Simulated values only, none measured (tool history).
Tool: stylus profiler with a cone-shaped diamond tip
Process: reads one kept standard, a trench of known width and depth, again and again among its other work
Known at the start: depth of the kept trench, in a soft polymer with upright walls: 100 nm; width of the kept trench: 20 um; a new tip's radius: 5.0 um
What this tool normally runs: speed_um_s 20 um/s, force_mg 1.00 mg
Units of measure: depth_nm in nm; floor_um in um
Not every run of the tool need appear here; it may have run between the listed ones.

Run 1, hour 0.0: usual settings. Result: depth_nm 100.51 nm, floor_um 17.66 um.
Run 2, hour 9.5: usual settings but force_mg 0.95 mg. Result: depth_nm 100.31 nm, floor_um 17.62 um.
Run 3, hour 21.9: usual settings but speed_um_s 12 um/s. Result: depth_nm 100.31 nm, floor_um 17.78 um.
Run 4, hour 41.8: usual settings but speed_um_s 49 um/s. Result: depth_nm 100.35 nm, floor_um 17.35 um.
Run 5, hour 55.7: usual settings but speed_um_s 27 um/s. Result: depth_nm 100.40 nm, floor_um 17.60 um.
Run 6, hour 70.1: usual settings. Result: depth_nm 100.39 nm, floor_um 17.61 um.
Run 7, hour 84.3: usual settings. Result: depth_nm 100.31 nm, floor_um 17.64 um.
Run 8, hour 94.1: usual settings but force_mg 1.83 mg. Result: depth_nm 100.59 nm, floor_um 17.69 um.
Run 9, hour 117.2: usual settings. Result: depth_nm 100.33 nm, floor_um 17.55 um.
Run 10, hour 134.8: usual settings. Result: depth_nm 100.35 nm, floor_um 17.64 um.
Run 11, hour 156.1: usual settings. Result: depth_nm 100.44 nm, floor_um 17.63 um.
Run 12, hour 176.6: usual settings. Result: depth_nm 100.40 nm, floor_um 17.58 um.
Run 13, hour 189.1: usual settings. Result: depth_nm 100.32 nm, floor_um 17.56 um.
Run 14, hour 205.2: usual settings but speed_um_s 78 um/s, force_mg 1.67 mg. Result: depth_nm 100.65 nm, floor_um 17.19 um.
Run 15, hour 214.6: usual settings but speed_um_s 18 um/s, force_mg 0.49 mg. Result: depth_nm 100.06 nm, floor_um 17.53 um.
Run 16, hour 235.7: usual settings but speed_um_s 36 um/s, force_mg 0.43 mg. Result: depth_nm 100.07 nm, floor_um 17.24 um.
Run 17, hour 245.9: usual settings but speed_um_s 36 um/s, force_mg 1.20 mg. Result: depth_nm 100.42 nm, floor_um 17.42 um.
Run 18, hour 262.2: usual settings but speed_um_s 36 um/s, force_mg 1.20 mg. Result: depth_nm 100.44 nm, floor_um 17.50 um.
Run 19, hour 280.8: usual settings but speed_um_s 17 um/s. Result: depth_nm 100.26 nm, floor_um 17.62 um.
Run 20, hour 296.3: usual settings but speed_um_s 17 um/s, force_mg 0.87 mg. Result: depth_nm 100.35 nm, floor_um 17.63 um.
Run 21, hour 316.2: usual settings but speed_um_s 18 um/s, force_mg 1.52 mg. Result: depth_nm 100.51 nm, floor_um 17.60 um.
Run 22, hour 334.5: usual settings but speed_um_s 18 um/s, force_mg 1.52 mg. Result: depth_nm 100.53 nm, floor_um 17.59 um.
Run 23, hour 348.4: usual settings but speed_um_s 6 um/s, force_mg 0.69 mg. Result: depth_nm 100.11 nm, floor_um 17.68 um.
Run 24, hour 359.2: usual settings but speed_um_s 6 um/s, force_mg 0.69 mg. Result: depth_nm 100.11 nm, floor_um 17.67 um.
Run 25, hour 376.8: usual settings but speed_um_s 23 um/s, force_mg 1.14 mg. Result: depth_nm 100.33 nm, floor_um 17.54 um.

Per-run results on a tool with no hidden state, each run keeping its own random variation:
What the log doesn't record here: radius of the tip, um; height scale over the true one, %; drift of the gauge itself on depth_nm, %; drift of the gauge itself on floor_um, %.
run  depth_nm  floor_um
  1    100.77     17.83
  2    100.58     17.80
  3    100.58     17.96
  4    100.63     17.54
  5    100.69     17.79
  6    100.68     17.80
  7    100.61     17.83
  8    100.89     17.89
  9    100.64     17.76
 10    100.66     17.85
 11    100.75     17.85
 12    100.72     17.80
 13    100.65     17.78
 14    100.98     17.42
 15    100.39     17.76
 16    100.41     17.47
 17    100.76     17.66
 18    100.79     17.74
 19    100.62     17.86
 20    100.71     17.88
 21    100.88     17.86
 22    100.90     17.85
 23    100.49     17.94
 24    100.49     17.94
 25    100.71     17.81

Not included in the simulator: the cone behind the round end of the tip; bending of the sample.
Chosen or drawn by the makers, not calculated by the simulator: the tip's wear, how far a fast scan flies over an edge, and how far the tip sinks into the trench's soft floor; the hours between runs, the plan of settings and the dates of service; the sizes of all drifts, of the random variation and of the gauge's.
